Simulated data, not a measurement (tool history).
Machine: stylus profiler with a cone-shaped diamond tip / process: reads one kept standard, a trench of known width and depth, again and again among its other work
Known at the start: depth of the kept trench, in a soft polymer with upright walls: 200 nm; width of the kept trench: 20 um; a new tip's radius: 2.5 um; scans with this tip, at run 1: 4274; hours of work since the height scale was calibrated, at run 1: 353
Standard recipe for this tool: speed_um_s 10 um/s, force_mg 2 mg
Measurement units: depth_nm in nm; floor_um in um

run    day  speed_um_s  force_mg  scans with this tip  hours of work since the height scale was calibrated  depth_nm  floor_um
  1      0          10         2                 4274                                                  353       202     18.03
  2  0.279          10      5.34                 4335                                                  358    204.26     17.95
  3  0.683          11         2                 4423                                                  365    202.29     17.98
  4  1.212          11         2                 4538                                                  375    202.22     17.98
  5  1.688          11         2                 4641                                                  383    202.24     17.93
  6  2.188          29         2                 4749                                                  392    202.18     17.89
  7  2.546          10         2                 4827                                                  398    202.31        18
  8  3.154          10         2                 4959                                                  409    202.28     17.95
  9  3.558          26      3.57                 5047                                                  417    203.22     17.95
 10  4.138          10      4.51                 5172                                                  427    203.51     18.06
 11  4.604           3      2.21                 5274                                                  435    202.23     18.01
 12  5.267           3      2.21                 5417                                                  447    202.26     18.05
 13  5.738           3      2.21                 5520                                                  456    202.31     18.05
 14  6.112          11      1.57                 5601                                                  462    201.72     17.99

Forecast each of these 3 alternatives for the next run:
  A  6.392           9      0.76                 5661                                                  467         ?         ?
  B  6.392           4      1.23                 5661                                                  467         ?         ?
  C  6.392          14      4.95                 5661                                                  467         ?         ?

run  depth_nm  floor_um
  A    201.09     17.93
  B    201.62     18.07
  C     203.8     18.03
With no hidden state in the tool, these same runs would have given:
run  depth_nm  floor_um
  A    201.09     17.94
  B    201.63     18.07
  C     203.8     18.03
